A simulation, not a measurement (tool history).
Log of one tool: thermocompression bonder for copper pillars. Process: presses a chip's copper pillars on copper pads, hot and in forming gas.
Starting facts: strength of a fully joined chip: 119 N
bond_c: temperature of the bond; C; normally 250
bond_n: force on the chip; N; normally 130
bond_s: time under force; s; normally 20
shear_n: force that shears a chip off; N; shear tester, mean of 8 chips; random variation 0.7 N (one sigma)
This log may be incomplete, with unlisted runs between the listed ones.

run,hour,bond_c,bond_n,bond_s,shear_n
1,0.0,250,130,20,59.8
2,27.0,250,183,20,81.7
3,59.8,274,183,20,92.0
4,79.9,274,183,20,93.0
5,121.0,250,130,20,57.9
6,157.6,250,130,20,57.5
7,178.7,250,130,20,56.3
8,202.1,250,130,20,57.3
# hour 205.5: force cell calibrated
9,223.2,250,130,20,55.6
# hour 236.0: forming gas filter changed
10,252.4,250,184,20,83.3
11,293.3,263,184,39,101.4
# hour 314.4: force cell calibrated, once more
12,317.1,250,130,17,55.1
13,351.8,250,130,18,55.1
14,371.0,250,95,36,50.6
15,394.4,221,80,18,19.4
16,423.1,246,130,16,48.5
17,457.0,247,168,47,84.5
18,494.2,230,92,28,30.6
19,514.1,275,192,28,95.9
20,549.0,265,103,39,62.8

Forecast each of these 3 alternatives for the next run:
A,572.1,234,103,39,?
B,572.1,260,140,21,?
C,572.1,250,130,21,?

run,shear_n
A,41.8
B,64.5
C,53.6
With no hidden state in the tool, these same runs would have given:
run,shear_n
A,48.9
B,74.0
C,62.0

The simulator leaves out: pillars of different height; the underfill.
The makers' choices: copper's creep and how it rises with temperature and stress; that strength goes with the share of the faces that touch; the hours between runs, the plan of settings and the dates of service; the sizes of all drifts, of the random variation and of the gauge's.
